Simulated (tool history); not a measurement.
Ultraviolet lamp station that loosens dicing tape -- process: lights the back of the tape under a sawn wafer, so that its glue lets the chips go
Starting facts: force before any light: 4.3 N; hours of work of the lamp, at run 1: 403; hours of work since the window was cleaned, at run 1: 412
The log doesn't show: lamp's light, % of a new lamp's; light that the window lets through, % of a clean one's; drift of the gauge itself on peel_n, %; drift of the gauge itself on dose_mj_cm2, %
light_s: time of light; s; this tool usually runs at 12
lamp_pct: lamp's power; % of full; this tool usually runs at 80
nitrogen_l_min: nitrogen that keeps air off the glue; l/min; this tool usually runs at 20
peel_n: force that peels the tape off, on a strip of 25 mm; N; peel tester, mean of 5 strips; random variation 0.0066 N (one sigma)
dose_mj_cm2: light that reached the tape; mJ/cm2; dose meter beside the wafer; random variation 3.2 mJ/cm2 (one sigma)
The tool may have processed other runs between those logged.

run    hour  light_s  lamp_pct  nitrogen_l_min  hours of work of the lamp  hours of work since the window was cleaned  peel_n  dose_mj_cm2
  1     0.0       12        80              20                        403                                         412   0.347          412
  2    20.4       12        95              20                        416                                         424   0.226          483
  3    40.3       12        95              20                        428                                         437   0.241          485
  4    86.4       12        95              20                        457                                         465   0.250          476
  5   131.5       12        80               7                        485                                         493   0.725          395
  6   165.7       12        80               7                        506                                         514   0.774          391
  7   185.6       12        68               7                        518                                         527   0.967          329
  8   215.8       12        68               7                        537                                         546   0.986          329
  9   256.7       12        68               7                        562                                         571   1.005          322
 10   277.0       12        80              20                        575                                         584   0.403          376
 11   302.5        7        80              20                        591                                         599   1.071          224
      322.8  -- window cleaned of glue's vapour
 12   346.2       12        80              20                        618                                          15   0.443          363
 13   372.9       12        80              20                        634                                          31   0.469          364
      388.2  -- window cleaned of glue's vapour, once more
 14   420.8       12        80              20                        664                                          20   0.401          390
 15   454.4       12        80              20                        685                                          41   0.386          381
 16   501.1       12        77              20                        714                                          70   0.433          362
 17   541.4       12        77              20                        739                                          95   0.470          360
 18   573.4       12        77              20                        759                                         115   0.491          355
 19   607.9       12        77              20                        780                                         136   0.475          348
 20   635.8       12        77              20                        797                                         154   0.499          351
 21   666.1       12        80              20                        816                                         173   0.471          362
 22   702.1       12        99              10                        838                                         195   0.485          431
 23   731.1       12        67               9                        856                                         213   1.018          293
 24   765.0       12        78              20                        877                                         234   0.515          331
 25   797.9       12        78              20                        898                                         254   0.541          333
 26   818.8        8        62              20                        911                                         267   1.427          178
 27   844.5       11        92              12                        927                                         283   0.659          350
 28   890.5       11        92              12                        955                                         312   0.668          340
 29   911.4       12        88              14                        968                                         325   0.604          354
 30   930.7        9        75              11                        980                                         337   1.322          227
 31   965.5       16        80              20                       1002                                         359   0.338          423
 32  1001.2        8        98              37                       1024                                         381   0.679          254
 33  1039.4        8        85              32                       1048                                         404   0.929          219
 34  1059.5        8        67              32                       1060                                         417   1.189          166
 35  1106.5       12        61              13                       1090                                         446   1.233          228
 36  1148.0       14        61              13                       1115                                         472   0.999          263
 37  1187.9       14        61              13                       1140                                         497   1.016          258
 38  1211.3       12        84               7                       1155                                         511   1.126          300
 39  1248.9       12        84               7                       1178                                         535   1.130          293
 40  1292.6        6        90              19                       1205                                         562   1.599          155
 41  1338.8       12        80              25                       1234                                         590   0.693          271
     1365.0  -- lamp changed
     1372.7  -- window cleaned of glue's vapour
 42  1376.2       12        80              25                          7                                           2   0.193          503

Some steps in peel_n between neighbouring runs. How much of each would the tool show without its hidden state too (settings, what came in, random variation), and how much is left for the hidden state, with any gauge scatter that isn't in both results?
Run 25 -> 26: light_s 12 -> 8, lamp_pct 78 -> 62. peel_n +0.886 N: hidden state +0.298, all else +0.588.
Run 30 -> 31: light_s 9 -> 16, lamp_pct 75 -> 80, nitrogen_l_min 11 -> 20. peel_n -0.984 N: hidden state -0.433, all else -0.551.
Run 40 -> 41: light_s 6 -> 12, lamp_pct 90 -> 80, nitrogen_l_min 19 -> 25. peel_n -0.906 N: hidden state -0.383, all else -0.523.
Run 41 -> 42: lamp changed, window cleaned of glue's vapour. peel_n -0.500 N: hidden state -0.494, all else -0.006.

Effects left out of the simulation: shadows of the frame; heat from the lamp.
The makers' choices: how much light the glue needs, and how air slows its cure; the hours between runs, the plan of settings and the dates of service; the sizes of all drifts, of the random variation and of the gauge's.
